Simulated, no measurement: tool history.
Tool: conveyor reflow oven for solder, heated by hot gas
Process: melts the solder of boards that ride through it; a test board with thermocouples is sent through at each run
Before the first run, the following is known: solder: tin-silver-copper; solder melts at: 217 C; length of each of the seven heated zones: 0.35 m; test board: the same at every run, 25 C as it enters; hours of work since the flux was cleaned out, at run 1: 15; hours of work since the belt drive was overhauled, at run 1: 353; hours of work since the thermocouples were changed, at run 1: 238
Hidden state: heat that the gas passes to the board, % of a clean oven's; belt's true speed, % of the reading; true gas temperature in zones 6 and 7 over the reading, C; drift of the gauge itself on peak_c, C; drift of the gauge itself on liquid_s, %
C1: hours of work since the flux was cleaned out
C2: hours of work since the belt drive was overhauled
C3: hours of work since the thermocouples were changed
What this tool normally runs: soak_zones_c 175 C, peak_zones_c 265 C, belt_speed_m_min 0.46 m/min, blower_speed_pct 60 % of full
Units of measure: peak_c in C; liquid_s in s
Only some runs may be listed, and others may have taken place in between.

Run 1, day 0: usual settings; C1 15; C2 353; C3 238. Result: peak_c 247.2 C, liquid_s 63.6 s.
Run 2, day 0.938: usual settings; C1 30; C2 368; C3 253. Result: peak_c 247.8 C, liquid_s 63.1 s.
Run 3, day 2.096: usual settings; C1 49; C2 387; C3 272. Result: peak_c 247.5 C, liquid_s 63.4 s.
Run 4, day 2.929: usual settings; C1 62; C2 400; C3 285. Result: peak_c 247.8 C, liquid_s 64.1 s.
Run 5, day 3.9: usual settings; C1 78; C2 416; C3 301. Result: peak_c 247.4 C, liquid_s 62.7 s.
Run 6, day 5.479: usual settings but belt_speed_m_min 0.542 m/min; C1 103; C2 442; C3 326. Result: peak_c 241.6 C, liquid_s 45.3 s.
Run 7, day 6.496: usual settings but belt_speed_m_min 0.542 m/min; C1 120; C2 458; C3 343. Result: peak_c 241 C, liquid_s 46.2 s.
Run 8, day 7.546: usual settings but peak_zones_c 279 C; C1 137; C2 475; C3 360. Result: peak_c 259.5 C, liquid_s 73 s.
Run 9, day 8.812: usual settings but peak_zones_c 279 C; C1 157; C2 496; C3 380. Result: peak_c 259.4 C, liquid_s 73.4 s.
Run 10, day 10.133: usual settings but peak_zones_c 279 C; C1 179; C2 517; C3 402. Result: peak_c 259 C, liquid_s 74.1 s.
Run 11, day 11.804: usual settings but peak_zones_c 279 C; C1 206; C2 544; C3 429. Result: peak_c 258.7 C, liquid_s 73.8 s.
Run 12, day 13.067: usual settings but peak_zones_c 279 C; C1 226; C2 564; C3 449. Result: peak_c 259.7 C, liquid_s 72.9 s.
At day 13.892: flux residue cleaned out of gas plates and filters.
Run 13, day 14.95: usual settings but peak_zones_c 279 C; C1 17; C2 591; C3 476. Result: peak_c 259.3 C, liquid_s 73.7 s.
Run 14, day 15.804: usual settings but soak_zones_c 180 C; C1 31; C2 605; C3 490. Result: peak_c 247.6 C, liquid_s 67.2 s.
Run 15, day 16.658: usual settings but soak_zones_c 180 C; C1 45; C2 619; C3 504. Result: peak_c 248.3 C, liquid_s 67.2 s.
Run 16, day 18.267: usual settings but soak_zones_c 180 C, peak_zones_c 272 C, blower_speed_pct 59 % of full; C1 71; C2 645; C3 530. Result: peak_c 253.8 C, liquid_s 71.4 s.
Run 17, day 19.8: usual settings but soak_zones_c 168 C, peak_zones_c 257 C, belt_speed_m_min 0.452 m/min, blower_speed_pct 63 % of full; C1 95; C2 670; C3 555. Result: peak_c 240 C, liquid_s 53.8 s.
Run 18, day 21.425: usual settings but soak_zones_c 168 C, peak_zones_c 259 C, belt_speed_m_min 0.452 m/min, blower_speed_pct 63 % of full; C1 122; C2 696; C3 581. Result: peak_c 241.8 C, liquid_s 56.6 s.
Run 19, day 22.125: usual settings but soak_zones_c 161 C, belt_speed_m_min 0.534 m/min, blower_speed_pct 79 % of full; C1 133; C2 707; C3 592. Result: peak_c 242.9 C, liquid_s 44.2 s.
Run 20, day 23.667: usual settings but soak_zones_c 168 C, peak_zones_c 262 C; C1 158; C2 732; C3 617. Result: peak_c 243.6 C, liquid_s 56.3 s.
Run 21, day 25.379: usual settings but soak_zones_c 168 C, peak_zones_c 262 C; C1 186; C2 760; C3 645. Result: peak_c 243.2 C, liquid_s 56.4 s.
Run 22, day 26.179: usual settings but peak_zones_c 276 C, belt_speed_m_min 0.527 m/min, blower_speed_pct 62 % of full; C1 199; C2 773; C3 658. Result: peak_c 251.6 C, liquid_s 57.5 s.
Run 23, day 27.396: usual settings but soak_zones_c 162 C, peak_zones_c 263 C, belt_speed_m_min 0.395 m/min, blower_speed_pct 61 % of full; C1 218; C2 793; C3 677. Result: peak_c 248.2 C, liquid_s 70.7 s.
At day 28.667: flux residue cleaned out of gas plates and filters.
Run 24, day 29.012: usual settings but soak_zones_c 162 C, peak_zones_c 263 C, belt_speed_m_min 0.395 m/min, blower_speed_pct 61 % of full; C1 6; C2 815; C3 700. Result: peak_c 248.1 C, liquid_s 70.4 s.
Run 25, day 30.404: usual settings but peak_zones_c 277 C, belt_speed_m_min 0.486 m/min, blower_speed_pct 64 % of full; C1 28; C2 838; C3 723. Result: peak_c 256.9 C, liquid_s 66.3 s.
Run 26, day 31.221: usual settings but peak_zones_c 277 C, belt_speed_m_min 0.486 m/min, blower_speed_pct 64 % of full; C1 41; C2 851; C3 736. Result: peak_c 256.3 C, liquid_s 67.2 s.
Run 27, day 32.7: usual settings but soak_zones_c 163 C, peak_zones_c 262 C, belt_speed_m_min 0.473 m/min, blower_speed_pct 80 % of full; C1 65; C2 875; C3 760. Result: peak_c 245.2 C, liquid_s 55.5 s.
Run 28, day 33.438: usual settings but peak_zones_c 260 C; C1 77; C2 887; C3 772. Result: peak_c 243 C, liquid_s 58.5 s.
Run 29, day 35.158: usual settings but soak_zones_c 178 C, peak_zones_c 262 C, belt_speed_m_min 0.474 m/min, blower_speed_pct 81 % of full; C1 105; C2 915; C3 799. Result: peak_c 248.4 C, liquid_s 64.3 s.
Run 30, day 36.879: usual settings but soak_zones_c 178 C, peak_zones_c 262 C, belt_speed_m_min 0.474 m/min, blower_speed_pct 81 % of full; C1 133; C2 943; C3 827. Result: peak_c 247.6 C, liquid_s 63.8 s.

How the hidden state differs across the entries between the runs, from the last listed run before each to the first after it:
Run 12 -> run 13: flux residue cleaned out of gas plates and filters (day 13.892)
  heat that the gas passes to the board, % of a clean oven's: 99.1 -> 99.9; belt's true speed, % of the reading: 99.92 -> 99.91; true gas temperature in zones 6 and 7 over the reading, C: -0.02 -> -0.03
Run 23 -> run 24: flux residue cleaned out of gas plates and filters (day 28.667)
  heat that the gas passes to the board, % of a clean oven's: 99.2 -> 100
